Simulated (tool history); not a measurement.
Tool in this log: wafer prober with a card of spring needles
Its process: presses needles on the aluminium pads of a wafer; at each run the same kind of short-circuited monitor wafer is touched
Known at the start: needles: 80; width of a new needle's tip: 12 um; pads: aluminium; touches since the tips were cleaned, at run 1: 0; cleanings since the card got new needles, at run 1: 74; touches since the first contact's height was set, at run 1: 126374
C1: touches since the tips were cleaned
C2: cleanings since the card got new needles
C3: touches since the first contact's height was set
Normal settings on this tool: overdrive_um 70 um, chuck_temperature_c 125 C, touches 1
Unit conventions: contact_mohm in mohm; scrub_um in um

{"run": 1, "hour": 0.0, "overdrive_um": 70, "chuck_temperature_c": 125, "touches": 1, "C1": 0, "C2": 74, "C3": 126374, "contact_mohm": 180, "scrub_um": 9.33}
{"hour": 5.9, "done": "tips cleaned on abrasive film"}
{"run": 2, "hour": 10.0, "overdrive_um": 70, "chuck_temperature_c": 125, "touches": 1, "C1": 1266, "C2": 75, "C3": 129413, "contact_mohm": 232, "scrub_um": 9.14}
{"hour": 11.3, "done": "tips cleaned on abrasive film"}
{"hour": 16.7, "done": "tips cleaned on abrasive film"}
{"run": 3, "hour": 16.7, "overdrive_um": 70, "chuck_temperature_c": 125, "touches": 1, "C1": 0, "C2": 77, "C3": 131385, "contact_mohm": 181, "scrub_um": 9.23}
{"hour": 21.9, "done": "tips cleaned on abrasive film"}
{"run": 4, "hour": 21.9, "overdrive_um": 70, "chuck_temperature_c": 125, "touches": 1, "C1": 0, "C2": 78, "C3": 132946, "contact_mohm": 182, "scrub_um": 9.12}
{"hour": 27.9, "done": "tips cleaned on abrasive film, once more"}
{"run": 5, "hour": 31.7, "overdrive_um": 70, "chuck_temperature_c": 48, "touches": 1, "C1": 1170, "C2": 79, "C3": 135927, "contact_mohm": 200, "scrub_um": 9.08}
{"hour": 33.2, "done": "tips cleaned on abrasive film"}
{"run": 6, "hour": 37.3, "overdrive_um": 70, "chuck_temperature_c": 48, "touches": 1, "C1": 1269, "C2": 80, "C3": 137608, "contact_mohm": 199, "scrub_um": 9.12}
{"hour": 38.7, "done": "tips cleaned on abrasive film"}
{"hour": 43.9, "done": "tips cleaned on abrasive film"}
{"run": 7, "hour": 45.6, "overdrive_um": 70, "chuck_temperature_c": 48, "touches": 1, "C1": 524, "C2": 82, "C3": 140089, "contact_mohm": 182, "scrub_um": 9.29}
{"hour": 49.5, "done": "tips cleaned on abrasive film"}
{"run": 8, "hour": 51.5, "overdrive_um": 70, "chuck_temperature_c": 48, "touches": 1, "C1": 604, "C2": 83, "C3": 141851, "contact_mohm": 182, "scrub_um": 9.11}
{"hour": 55.0, "done": "tips cleaned on abrasive film"}
{"run": 9, "hour": 55.9, "overdrive_um": 70, "chuck_temperature_c": 125, "touches": 3, "C1": 300, "C2": 84, "C3": 143191, "contact_mohm": 184, "scrub_um": 9.18}
{"hour": 60.3, "done": "tips cleaned on abrasive film"}
{"hour": 65.9, "done": "tips cleaned on abrasive film"}
{"run": 10, "hour": 65.9, "overdrive_um": 70, "chuck_temperature_c": 125, "touches": 3, "C1": 0, "C2": 86, "C3": 146180, "contact_mohm": 177, "scrub_um": 9.13}
{"hour": 71.2, "done": "tips cleaned on abrasive film"}
{"run": 11, "hour": 73.4, "overdrive_um": 70, "chuck_temperature_c": 125, "touches": 3, "C1": 662, "C2": 87, "C3": 148441, "contact_mohm": 185, "scrub_um": 9.11}
{"hour": 77.0, "done": "tips cleaned on abrasive film"}
{"run": 12, "hour": 77.9, "overdrive_um": 70, "chuck_temperature_c": 107, "touches": 1, "C1": 269, "C2": 88, "C3": 149793, "contact_mohm": 188, "scrub_um": 8.95}
{"hour": 82.7, "done": "tips cleaned on abrasive film"}
{"run": 13, "hour": 87.8, "overdrive_um": 70, "chuck_temperature_c": 114, "touches": 1, "C1": 1533, "C2": 89, "C3": 152774, "contact_mohm": 206, "scrub_um": 8.99}
{"hour": 88.8, "done": "tips cleaned on abrasive film"}
{"hour": 94.4, "done": "tips cleaned on abrasive film"}
{"run": 14, "hour": 97.9, "overdrive_um": 56, "chuck_temperature_c": 36, "touches": 1, "C1": 1062, "C2": 91, "C3": 155806, "contact_mohm": 212, "scrub_um": 7.01}
{"hour": 99.6, "done": "tips cleaned on abrasive film"}
{"hour": 105.1, "done": "tips cleaned on abrasive film"}
{"run": 15, "hour": 107.6, "overdrive_um": 69, "chuck_temperature_c": 47, "touches": 3, "C1": 760, "C2": 93, "C3": 158725, "contact_mohm": 175, "scrub_um": 8.78}
{"hour": 110.4, "done": "tips cleaned on abrasive film"}
{"hour": 115.7, "done": "tips cleaned on abrasive film"}
{"run": 16, "hour": 117.3, "overdrive_um": 69, "chuck_temperature_c": 57, "touches": 1, "C1": 487, "C2": 95, "C3": 161636, "contact_mohm": 184, "scrub_um": 8.81}
{"hour": 121.2, "done": "tips cleaned on abrasive film"}
{"run": 17, "hour": 122.9, "overdrive_um": 69, "chuck_temperature_c": 57, "touches": 1, "C1": 515, "C2": 96, "C3": 163312, "contact_mohm": 182, "scrub_um": 8.77}
{"hour": 127.1, "done": "tips cleaned on abrasive film"}
{"hour": 132.5, "done": "tips cleaned on abrasive film"}
{"run": 18, "hour": 133.2, "overdrive_um": 56, "chuck_temperature_c": 34, "touches": 2, "C1": 212, "C2": 98, "C3": 166395, "contact_mohm": 177, "scrub_um": 7.18}
{"hour": 137.6, "done": "tips cleaned on abrasive film"}
{"run": 19, "hour": 142.4, "overdrive_um": 56, "chuck_temperature_c": 34, "touches": 2, "C1": 1474, "C2": 99, "C3": 169204, "contact_mohm": 201, "scrub_um": 6.98}
{"hour": 143.0, "done": "tips cleaned on abrasive film"}
{"hour": 148.7, "done": "tips cleaned on abrasive film"}
{"run": 20, "hour": 150.4, "overdrive_um": 55, "chuck_temperature_c": 34, "touches": 3, "C1": 514, "C2": 101, "C3": 171571, "contact_mohm": 177, "scrub_um": 6.8}
{"hour": 154.3, "done": "tips cleaned on abrasive film"}
{"run": 21, "hour": 158.5, "overdrive_um": 57, "chuck_temperature_c": 125, "touches": 1, "C1": 1269, "C2": 102, "C3": 174020, "contact_mohm": 231, "scrub_um": 7.18}

Hidden condition of the tool, last listed run before each entry between runs versus first listed run after:
In the gap between runs 1 and 2: tips cleaned on abrasive film (hour 5.9)
  debris on the tips, nm: 9.3 -> 119.4; way that the needles fall short of the set height, um: 3.75 -> 5.26; tips' diameter, um: 13.31 -> 13.59
  measured value less the no-hidden-state value, contact_mohm: +5 -> +54 mohm; scrub_um: -0.53 -> -0.74 um
In the gap between runs 2 and 3: tips cleaned on abrasive film (hour 11.3); tips cleaned on abrasive film (hour 16.7)
  debris on the tips, nm: 119.4 -> 7.5; way that the needles fall short of the set height, um: 5.26 -> 5.36; tips' diameter, um: 13.59 -> 13.62
  measured value less the no-hidden-state value, contact_mohm: +54 -> +5 mohm; scrub_um: -0.74 -> -0.76 um
In the gap between runs 3 and 4: tips cleaned on abrasive film (hour 21.9)
  debris on the tips, nm: 7.5 -> 6.6; way that the needles fall short of the set height, um: 5.36 -> 5.4; tips' diameter, um: 13.62 -> 13.64
  measured value less the no-hidden-state value, contact_mohm: +5 -> +5 mohm; scrub_um: -0.76 -> -0.76 um
In the gap between runs 4 and 5: tips cleaned on abrasive film, once more (hour 27.9)
  debris on the tips, nm: 6.6 -> 69.3; way that the needles fall short of the set height, um: 5.4 -> 5.46; tips' diameter, um: 13.64 -> 13.66
  measured value less the no-hidden-state value, contact_mohm: +5 -> +37 mohm; scrub_um: -0.76 -> -0.77 um
In the gap between runs 5 and 6: tips cleaned on abrasive film (hour 33.2)
  debris on the tips, nm: 69.3 -> 68.6; way that the needles fall short of the set height, um: 5.46 -> 5.51; tips' diameter, um: 13.66 -> 13.68
  measured value less the no-hidden-state value, contact_mohm: +37 -> +36 mohm; scrub_um: -0.77 -> -0.78 um
In the gap between runs 6 and 7: tips cleaned on abrasive film (hour 38.7); tips cleaned on abrasive film (hour 43.9)
  debris on the tips, nm: 68.6 -> 36.2; way that the needles fall short of the set height, um: 5.51 -> 5.59; tips' diameter, um: 13.68 -> 13.7
  measured value less the no-hidden-state value, contact_mohm: +36 -> +20 mohm; scrub_um: -0.78 -> -0.8 um
In the gap between runs 7 and 8: tips cleaned on abrasive film (hour 49.5)
  debris on the tips, nm: 36.2 -> 39.2; way that the needles fall short of the set height, um: 5.59 -> 5.64; tips' diameter, um: 13.7 -> 13.72
  measured value less the no-hidden-state value, contact_mohm: +20 -> +21 mohm; scrub_um: -0.8 -> -0.79 um
In the gap between runs 8 and 9: tips cleaned on abrasive film (hour 55)
  debris on the tips, nm: 39.2 -> 23.6; way that the needles fall short of the set height, um: 5.64 -> 5.69; tips' diameter, um: 13.72 -> 13.74
  measured value less the no-hidden-state value, contact_mohm: +21 -> +6 mohm; scrub_um: -0.79 -> -0.81 um
In the gap between runs 9 and 10: tips cleaned on abrasive film (hour 60.3); tips cleaned on abrasive film (hour 65.9)
  debris on the tips, nm: 23.6 -> 7.5; way that the needles fall short of the set height, um: 5.69 -> 5.78; tips' diameter, um: 13.74 -> 13.77
  measured value less the no-hidden-state value, contact_mohm: +6 -> +3 mohm; scrub_um: -0.81 -> -0.82 um
In the gap between runs 10 and 11: tips cleaned on abrasive film (hour 71.2)
  debris on the tips, nm: 7.5 -> 43.9; way that the needles fall short of the set height, um: 5.78 -> 5.83; tips' diameter, um: 13.77 -> 13.79
  measured value less the no-hidden-state value, contact_mohm: +3 -> +9 mohm; scrub_um: -0.82 -> -0.83 um
In the gap between runs 11 and 12: tips cleaned on abrasive film (hour 77)
  debris on the tips, nm: 43.9 -> 24.9; way that the needles fall short of the set height, um: 5.83 -> 5.87; tips' diameter, um: 13.79 -> 13.8
  measured value less the no-hidden-state value, contact_mohm: +9 -> +14 mohm; scrub_um: -0.83 -> -0.82 um
In the gap between runs 12 and 13: tips cleaned on abrasive film (hour 82.7)
  debris on the tips, nm: 24.9 -> 74.6; way that the needles fall short of the set height, um: 5.87 -> 5.92; tips' diameter, um: 13.8 -> 13.82
  measured value less the no-hidden-state value, contact_mohm: +14 -> +36 mohm; scrub_um: -0.82 -> -0.84 um
In the gap between runs 13 and 14: tips cleaned on abrasive film (hour 88.8); tips cleaned on abrasive film (hour 94.4)
  debris on the tips, nm: 74.6 -> 61.1; way that the needles fall short of the set height, um: 5.92 -> 6.03; tips' diameter, um: 13.82 -> 13.86
  measured value less the no-hidden-state value, contact_mohm: +36 -> +52 mohm; scrub_um: -0.84 -> -0.85 um
In the gap between runs 14 and 15: tips cleaned on abrasive film (hour 99.6); tips cleaned on abrasive film (hour 105.1)
  debris on the tips, nm: 61.1 -> 50.8; way that the needles fall short of the set height, um: 6.03 -> 6.11; tips' diameter, um: 13.86 -> 13.89
  measured value less the no-hidden-state value, contact_mohm: +52 -> +11 mohm; scrub_um: -0.85 -> -0.86 um
In the gap between runs 15 and 16: tips cleaned on abrasive film (hour 110.4); tips cleaned on abrasive film (hour 115.7)
  debris on the tips, nm: 50.8 -> 36; way that the needles fall short of the set height, um: 6.11 -> 6.22; tips' diameter, um: 13.89 -> 13.92
  measured value less the no-hidden-state value, contact_mohm: +11 -> +20 mohm; scrub_um: -0.86 -> -0.88 um
In the gap between runs 16 and 17: tips cleaned on abrasive film (hour 121.2)
  debris on the tips, nm: 36 -> 32; way that the needles fall short of the set height, um: 6.22 -> 6.26; tips' diameter, um: 13.92 -> 13.94
  measured value less the no-hidden-state value, contact_mohm: +20 -> +19 mohm; scrub_um: -0.88 -> -0.89 um
In the gap between runs 17 and 18: tips cleaned on abrasive film (hour 127.1); tips cleaned on abrasive film (hour 132.5)
  debris on the tips, nm: 32 -> 21.9; way that the needles fall short of the set height, um: 6.26 -> 6.35; tips' diameter, um: 13.94 -> 13.97
  measured value less the no-hidden-state value, contact_mohm: +19 -> +14 mohm; scrub_um: -0.89 -> -0.89 um
In the gap between runs 18 and 19: tips cleaned on abrasive film (hour 137.6)
  debris on the tips, nm: 21.9 -> 73.3; way that the needles fall short of the set height, um: 6.35 -> 6.39; tips' diameter, um: 13.97 -> 13.98
  measured value less the no-hidden-state value, contact_mohm: +14 -> +40 mohm; scrub_um: -0.89 -> -0.9 um
In the gap between runs 19 and 20: tips cleaned on abrasive film (hour 143); tips cleaned on abrasive film (hour 148.7)
  debris on the tips, nm: 73.3 -> 40; way that the needles fall short of the set height, um: 6.39 -> 6.49; tips' diameter, um: 13.98 -> 14.02
  measured value less the no-hidden-state value, contact_mohm: +40 -> +16 mohm; scrub_um: -0.9 -> -0.92 um
In the gap between runs 20 and 21: tips cleaned on abrasive film (hour 154.3)
  debris on the tips, nm: 40 -> 64.3; way that the needles fall short of the set height, um: 6.49 -> 6.53; tips' diameter, um: 14.02 -> 14.03
  measured value less the no-hidden-state value, contact_mohm: +16 -> +49 mohm; scrub_um: -0.92 -> -0.92 um
